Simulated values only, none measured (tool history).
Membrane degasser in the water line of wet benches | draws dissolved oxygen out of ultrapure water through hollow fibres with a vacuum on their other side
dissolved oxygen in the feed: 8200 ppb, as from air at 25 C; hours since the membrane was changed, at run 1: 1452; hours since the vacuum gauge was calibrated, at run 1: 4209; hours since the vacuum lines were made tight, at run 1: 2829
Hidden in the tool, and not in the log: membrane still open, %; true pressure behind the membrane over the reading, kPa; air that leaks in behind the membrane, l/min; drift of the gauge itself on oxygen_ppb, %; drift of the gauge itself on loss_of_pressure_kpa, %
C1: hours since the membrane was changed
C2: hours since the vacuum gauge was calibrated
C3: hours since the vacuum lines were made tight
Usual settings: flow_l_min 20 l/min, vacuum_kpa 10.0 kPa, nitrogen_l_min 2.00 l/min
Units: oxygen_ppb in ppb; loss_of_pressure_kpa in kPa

run 1 hour=0.0 | flow_l_min=20 vacuum_kpa=10.0 nitrogen_l_min=2.00 | C1=1452 C2=4209 C3=2829 | oxygen_ppb=165.7 loss_of_pressure_kpa=29.71
run 2 hour=145.1 | flow_l_min=20 vacuum_kpa=10.0 nitrogen_l_min=2.00 | C1=1597 C2=4354 C3=2974 | oxygen_ppb=165.1 loss_of_pressure_kpa=29.53
run 3 hour=233.1 | flow_l_min=20 vacuum_kpa=10.0 nitrogen_l_min=2.00 | C1=1685 C2=4442 C3=3062 | oxygen_ppb=164.9 loss_of_pressure_kpa=29.60
run 4 hour=399.3 | flow_l_min=20 vacuum_kpa=10.0 nitrogen_l_min=2.00 | C1=1852 C2=4609 C3=3228 | oxygen_ppb=163.4 loss_of_pressure_kpa=29.62
run 5 hour=601.4 | flow_l_min=20 vacuum_kpa=10.0 nitrogen_l_min=2.00 | C1=2054 C2=4811 C3=3430 | oxygen_ppb=163.7 loss_of_pressure_kpa=29.28
run 6 hour=708.8 | flow_l_min=14 vacuum_kpa=10.0 nitrogen_l_min=2.00 | C1=2161 C2=4918 C3=3537 | oxygen_ppb=117.1 loss_of_pressure_kpa=20.82
run 7 hour=823.4 | flow_l_min=14 vacuum_kpa=10.0 nitrogen_l_min=2.00 | C1=2276 C2=5033 C3=3652 | oxygen_ppb=112.8 loss_of_pressure_kpa=20.89
run 8 hour=971.7 | flow_l_min=14 vacuum_kpa=8.6 nitrogen_l_min=2.69 | C1=2424 C2=5181 C3=3800 | oxygen_ppb=68.0 loss_of_pressure_kpa=20.69
run 9 hour=1055.2 | flow_l_min=28 vacuum_kpa=14.7 nitrogen_l_min=0.89 | C1=2508 C2=5265 C3=3884 | oxygen_ppb=748.6 loss_of_pressure_kpa=41.45
-- hour=1091.6 seals of the vacuum lines changed
run 10 hour=1254.5 | flow_l_min=28 vacuum_kpa=14.7 nitrogen_l_min=0.89 | C1=2705 C2=5462 C3=163 | oxygen_ppb=718.8 loss_of_pressure_kpa=41.46
run 11 hour=1351.7 | flow_l_min=20 vacuum_kpa=14.7 nitrogen_l_min=5.49 | C1=2802 C2=5559 C3=260 | oxygen_ppb=108.1 loss_of_pressure_kpa=29.60
run 12 hour=1505.7 | flow_l_min=30 vacuum_kpa=16.4 nitrogen_l_min=1.23 | C1=2956 C2=5713 C3=414 | oxygen_ppb=679.9 loss_of_pressure_kpa=44.69
run 13 hour=1608.4 | flow_l_min=12 vacuum_kpa=10.3 nitrogen_l_min=1.23 | C1=3059 C2=5816 C3=517 | oxygen_ppb=163.4 loss_of_pressure_kpa=17.88

Hidden state at the last listed run before each entry between runs and at the first one after, where it differs:
Between runs 9 and 10: seals of the vacuum lines changed (hour 1091.6)
  air that leaks in behind the membrane, l/min: 0.0026 -> 0.0021
